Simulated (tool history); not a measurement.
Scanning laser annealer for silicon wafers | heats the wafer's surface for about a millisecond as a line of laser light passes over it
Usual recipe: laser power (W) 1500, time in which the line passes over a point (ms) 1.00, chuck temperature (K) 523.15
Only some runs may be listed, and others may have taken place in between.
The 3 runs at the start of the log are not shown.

| run | hour | laser power (W) | time in which the line passes over a point (ms) | chuck temperature (K) | highest temperature of the surface (K) |
|---|---|---|---|---|---|
| 4 | 16.7 | 1500 | 1.00 | 489.15 | 1253.15 |
| 5 | 20.5 | 1500 | 0.70 | 523.15 | 1180.15 |
| 6 | 28.1 | 1500 | 0.70 | 523.15 | 1179.15 |
| 7 | 32.4 | 1500 | 1.00 | 523.15 | 1291.15 |
| 8 | 39.5 | 1500 | 1.00 | 523.15 | 1288.15 |
| 9 | 46.3 | 1500 | 1.00 | 523.15 | 1291.15 |
| 10 | 54.2 | 1500 | 1.04 | 523.15 | 1300.15 |
| 11 | 59.1 | 1500 | 1.00 | 523.15 | 1290.15 |
| 12 | 67.0 | 1460 | 1.00 | 523.15 | 1266.15 |
| 13 | 72.4 | 1460 | 1.00 | 523.15 | 1269.15 |
| 14 | 80.0 | 1460 | 0.87 | 523.15 | 1226.15 |
| 15 | 85.3 | 1460 | 0.87 | 523.15 | 1226.15 |
| 16 | 91.3 | 1286 | 1.00 | 523.15 | 1178.15 |
| 17 | 100.0 | 1286 | 1.00 | 523.15 | 1178.15 |
| 18 | 106.1 | 1286 | 1.00 | 503.15 | 1157.15 |
| 19 | 115.0 | 1286 | 1.00 | 503.15 | 1158.15 |
| 20 | 121.5 | 1286 | 1.00 | 503.15 | 1158.15 |

What will run 21 give?
| 21 | 129.9 | 1358 | 1.08 | 510.15 | ? |

highest temperature of the surface (K): 1226.15
The same run, on a tool lacking any hidden state, would have yielded highest temperature of the surface (K) 1227.15.
